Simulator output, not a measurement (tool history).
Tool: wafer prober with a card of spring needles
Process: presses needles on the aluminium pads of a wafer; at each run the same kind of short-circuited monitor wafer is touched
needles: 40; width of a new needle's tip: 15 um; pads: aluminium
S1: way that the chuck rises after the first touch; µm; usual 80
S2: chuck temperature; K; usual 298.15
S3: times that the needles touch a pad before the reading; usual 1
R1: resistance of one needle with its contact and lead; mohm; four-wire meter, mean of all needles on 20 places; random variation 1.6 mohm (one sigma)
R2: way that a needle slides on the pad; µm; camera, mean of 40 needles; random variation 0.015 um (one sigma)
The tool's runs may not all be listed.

Run 1, day 0: usual settings. Result: R1 164 mohm, R2 12.66 µm.
Run 2, day 0.221: usual settings. Result: R1 164 mohm, R2 12.67 µm.
Run 3, day 0.404: usual settings but S1 96 µm. Result: R1 162 mohm, R2 15.21 µm.
At day 0.575: tips cleaned on abrasive film.
Run 4, day 0.792: usual settings but S1 96 µm. Result: R1 164 mohm, R2 15.17 µm.
Run 5, day 1.092: usual settings but S1 96 µm. Result: R1 164 mohm, R2 15.2 µm.
At day 1.271: tips cleaned on abrasive film.
Run 6, day 1.304: usual settings but S2 310.15 K. Result: R1 168 mohm, R2 12.67 µm.
Run 7, day 1.583: usual settings but S2 310.15 K, S3 2. Result: R1 169 mohm, R2 12.67 µm.
At day 1.967: tips cleaned on abrasive film.
Run 8, day 1.975: usual settings but S2 312.15 K, S3 2. Result: R1 165 mohm, R2 12.69 µm.
Run 9, day 2.312: usual settings but S2 312.15 K, S3 2. Result: R1 167 mohm, R2 12.68 µm.
At day 2.679: tips cleaned on abrasive film.
Run 10, day 2.717: usual settings. Result: R1 163 mohm, R2 12.71 µm.
Run 11, day 3.029: usual settings. Result: R1 164 mohm, R2 12.75 µm.
At day 3.371: tips cleaned on abrasive film.
Run 12, day 3.429: usual settings but S2 353.15 K. Result: R1 176 mohm, R2 12.76 µm.
Run 13, day 3.779: usual settings. Result: R1 165 mohm, R2 12.74 µm.
Run 14, day 4.017: usual settings. Result: R1 163 mohm, R2 12.77 µm.
At day 4.075: tips cleaned on abrasive film.
Run 15, day 4.246: usual settings. Result: R1 163 mohm, R2 12.73 µm.
Run 16, day 4.604: usual settings. Result: R1 164 mohm, R2 12.74 µm.
At day 4.767: tips cleaned on abrasive film.
Run 17, day 4.808: usual settings. Result: R1 160 mohm, R2 12.75 µm.
Run 18, day 5.138: usual settings. Result: R1 162 mohm, R2 12.79 µm.
At day 5.454: tips cleaned on abrasive film.
Run 19, day 5.454: usual settings but S2 305.15 K, S3 3. Result: R1 164 mohm, R2 12.78 µm.
Run 20, day 5.742: usual settings but S1 93 µm, S2 347.15 K, S3 2. Result: R1 171 mohm, R2 14.87 µm.
Run 21, day 6.075: usual settings but S1 88 µm, S3 3. Result: R1 159 mohm, R2 14.06 µm.
At day 6.146: tips cleaned on abrasive film.
Run 22, day 6.258: usual settings but S1 95 µm, S2 313.15 K, S3 3. Result: R1 166 mohm, R2 15.18 µm.
Run 23, day 6.454: usual settings but S1 98 µm, S2 359.15 K, S3 2. Result: R1 172 mohm, R2 15.69 µm.
At day 6.854: tips cleaned on abrasive film.
Run 24, day 6.883: usual settings but S1 98 µm, S2 359.15 K, S3 2. Result: R1 169 mohm, R2 15.71 µm.
Run 25, day 7.125: usual settings but S1 76 µm, S2 369.15 K. Result: R1 181 mohm, R2 12.18 µm.
Run 26, day 7.467: usual settings but S1 89 µm, S2 321.15 K. Result: R1 167 mohm, R2 14.26 µm.
At day 7.562: tips cleaned on abrasive film.
At day 7.779: height of the first contact set anew.
Run 27, day 7.912: usual settings but S1 83 µm, S2 385.15 K. Result: R1 179 mohm, R2 13.32 µm.
Run 28, day 8.133: usual settings but S1 60 µm, S2 305.15 K. Result: R1 170 mohm, R2 9.61 µm.
At day 8.283: tips cleaned on abrasive film.
Run 29, day 8.358: usual settings but S1 88 µm, S2 300.15 K. Result: R1 163 mohm, R2 14.14 µm.
Run 30, day 8.708: usual settings but S1 76 µm, S2 315.15 K. Result: R1 167 mohm, R2 12.21 µm.
At day 8.979: tips cleaned on abrasive film.
Run 31, day 9.054: usual settings but S1 76 µm, S2 348.15 K, S3 2. Result: R1 175 mohm, R2 12.25 µm.
Run 32, day 9.308: usual settings but S1 72 µm, S2 315.15 K, S3 2. Result: R1 166 mohm, R2 11.59 µm.
At day 9.679: tips cleaned on abrasive film.
Run 33, day 9.738: usual settings but S1 70 µm, S2 367.15 K, S3 2. Result: R1 176 mohm, R2 11.28 µm.
Run 34, day 10.062: usual settings but S2 360.15 K. Result: R1 173 mohm, R2 12.89 µm.

Some steps in R2 between neighbouring runs. How much of each would the tool show without its hidden state too (settings, what came in, random variation), and how much is left for the hidden state, with any gauge scatter that isn't in both results?
The hidden state here: debris on the tips, nm; way that the needles fall short of the set height, um; tips' diameter, um; drift of the gauge itself on contact_mohm, %; drift of the gauge itself on scrub_um, %.
Run 24 -> 25: S1 98 -> 76, S2 359.15 -> 369.15, S3 2 -> 1. R2 -3.53 µm: hidden state -0.05, all else -3.48.
Run 27 -> 28: S1 83 -> 60, S2 385.15 -> 305.15. R2 -3.71 µm: hidden state -0.05, all else -3.66.
Run 28 -> 29: S1 60 -> 88, S2 305.15 -> 300.15, tips cleaned on abrasive film. R2 +4.53 µm: hidden state +0.07, all else +4.46.

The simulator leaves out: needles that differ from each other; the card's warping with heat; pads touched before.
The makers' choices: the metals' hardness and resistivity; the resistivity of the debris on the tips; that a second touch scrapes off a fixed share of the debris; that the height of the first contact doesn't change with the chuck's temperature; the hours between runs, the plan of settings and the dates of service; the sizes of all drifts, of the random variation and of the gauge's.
